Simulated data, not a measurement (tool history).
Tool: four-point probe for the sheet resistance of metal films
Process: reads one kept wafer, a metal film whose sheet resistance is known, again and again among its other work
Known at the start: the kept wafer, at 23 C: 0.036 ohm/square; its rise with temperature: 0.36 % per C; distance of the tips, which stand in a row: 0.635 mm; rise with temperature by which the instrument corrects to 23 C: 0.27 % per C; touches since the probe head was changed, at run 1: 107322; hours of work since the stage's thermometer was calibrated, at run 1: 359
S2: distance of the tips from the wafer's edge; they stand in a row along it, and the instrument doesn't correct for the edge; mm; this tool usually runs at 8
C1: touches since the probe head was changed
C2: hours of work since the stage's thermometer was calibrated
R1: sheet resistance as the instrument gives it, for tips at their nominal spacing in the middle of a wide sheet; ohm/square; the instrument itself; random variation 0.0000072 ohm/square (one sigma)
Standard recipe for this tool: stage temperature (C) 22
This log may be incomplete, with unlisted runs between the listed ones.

run 1 day=0 | stage_temperature_(C)=22 S2=8 | C1=107322 C2=359 | R1=0.035835
run 2 day=2.058 | stage_temperature_(C)=20 S2=8 | C1=108788 C2=380 | R1=0.035774
run 3 day=6.258 | stage_temperature_(C)=20 S2=8 | C1=111776 C2=421 | R1=0.035753
run 4 day=9.117 | stage_temperature_(C)=20 S2=8 | C1=113809 C2=450 | R1=0.035755
run 5 day=12.442 | stage_temperature_(C)=20 S2=8 | C1=116174 C2=483 | R1=0.035757
run 6 day=16.75 | stage_temperature_(C)=25 S2=8 | C1=119240 C2=525 | R1=0.035904
run 7 day=20.792 | stage_temperature_(C)=22 S2=8 | C1=122116 C2=565 | R1=0.035792
run 8 day=23.812 | stage_temperature_(C)=22 S2=8 | C1=124265 C2=595 | R1=0.035799
run 9 day=27.892 | stage_temperature_(C)=31 S2=8 | C1=127169 C2=636 | R1=0.036076
run 10 day=29.742 | stage_temperature_(C)=31 S2=8 | C1=128484 C2=654 | R1=0.036084
run 11 day=33.908 | stage_temperature_(C)=27 S2=8 | C1=131450 C2=695 | R1=0.03595
-- day=34.221 stage's thermometer calibrated
run 12 day=37.5 | stage_temperature_(C)=27 S2=8 | C1=133991 C2=33 | R1=0.035939
run 13 day=41.158 | stage_temperature_(C)=26 S2=8 | C1=136594 C2=69 | R1=0.035898
run 14 day=44.35 | stage_temperature_(C)=26 S2=8 | C1=138865 C2=100 | R1=0.035889
run 15 day=47.225 | stage_temperature_(C)=23 S2=8 | C1=140910 C2=129 | R1=0.035789
run 16 day=50.129 | stage_temperature_(C)=22 S2=12 | C1=142977 C2=158 | R1=0.0357
-- day=51.879 stage's thermometer calibrated, once more
run 17 day=52.908 | stage_temperature_(C)=24 S2=12 | C1=144938 C2=10 | R1=0.035774
run 18 day=55.012 | stage_temperature_(C)=24 S2=12 | C1=146438 C2=31 | R1=0.035782
run 19 day=58.083 | stage_temperature_(C)=25 S2=8 | C1=148620 C2=61 | R1=0.035869
run 20 day=60 | stage_temperature_(C)=25 S2=8 | C1=149985 C2=80 | R1=0.035865
run 21 day=61.854 | stage_temperature_(C)=32 S2=15 | C1=151303 C2=99 | R1=0.035996

The next listed run, before its measurement:
run 22 day=63.996 | stage_temperature_(C)=22 S2=16 | C1=152830 C2=120 | R1=?

For run 22 the tool returned R1 0.035673 ohm/square.
The same run, on a tool lacking any hidden state, would have yielded R1 0.035994 ohm/square.
